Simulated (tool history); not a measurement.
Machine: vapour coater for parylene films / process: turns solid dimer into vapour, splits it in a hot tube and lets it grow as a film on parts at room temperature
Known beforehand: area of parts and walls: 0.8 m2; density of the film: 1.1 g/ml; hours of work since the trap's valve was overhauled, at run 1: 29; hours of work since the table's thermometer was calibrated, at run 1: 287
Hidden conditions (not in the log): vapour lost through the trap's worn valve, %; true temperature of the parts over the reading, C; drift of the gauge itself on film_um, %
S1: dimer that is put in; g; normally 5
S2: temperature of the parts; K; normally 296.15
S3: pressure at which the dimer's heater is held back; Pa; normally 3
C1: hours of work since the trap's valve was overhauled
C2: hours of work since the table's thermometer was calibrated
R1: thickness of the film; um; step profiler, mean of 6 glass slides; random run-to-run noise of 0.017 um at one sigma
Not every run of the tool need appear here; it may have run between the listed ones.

run     day  S1      S2     S3   C1   C2    R1
  1       0   5  296.15      3   29  287  4.07
  2   0.604   5  296.15      3   39  297  4.04
  3   1.183   5  296.15      3   48  307  4.05
  4   1.883   5  296.15      3   60  318  4.03
  5   2.617   5  296.15      3   72  331  4.02
  6   3.667   5  296.15      3   90  348  4.02
  7   4.888   5  296.15      3  110  369     4
  8   6.012   9  296.15   9.44  129  387  5.45
  9   7.233   3  303.15  11.16  149  408  1.27
 10     8.3   4  292.15      3  167  426  3.82
 11   9.067   5  290.15  11.08  180  439  3.76
 12   9.879   5  290.15  11.08  194  452  3.79
 13  10.471   5  290.15  11.08  204  462  3.78
 14  11.429   8  290.15  11.08  220  478  6.03

Alternative continuations, all from the tool just after run 14; predict every row:
  A  12.162   2  289.15      3  232  490   ?
  B  12.162   7  297.15   3.47  232  490   ?
  C  12.162   6  290.15   4.19  232  490   ?
  D  12.162   5  302.15      3  232  490   ?
  E  12.162   8  296.15  11.08  232  490   ?

run    R1
  A  2.14
  B  5.09
  C  5.73
  D  3.03
  E  4.59
With no hidden state in the tool, these same runs would have given:
run    R1
  A  2.21
  B   5.2
  C  5.86
  D   3.1
  E   4.7

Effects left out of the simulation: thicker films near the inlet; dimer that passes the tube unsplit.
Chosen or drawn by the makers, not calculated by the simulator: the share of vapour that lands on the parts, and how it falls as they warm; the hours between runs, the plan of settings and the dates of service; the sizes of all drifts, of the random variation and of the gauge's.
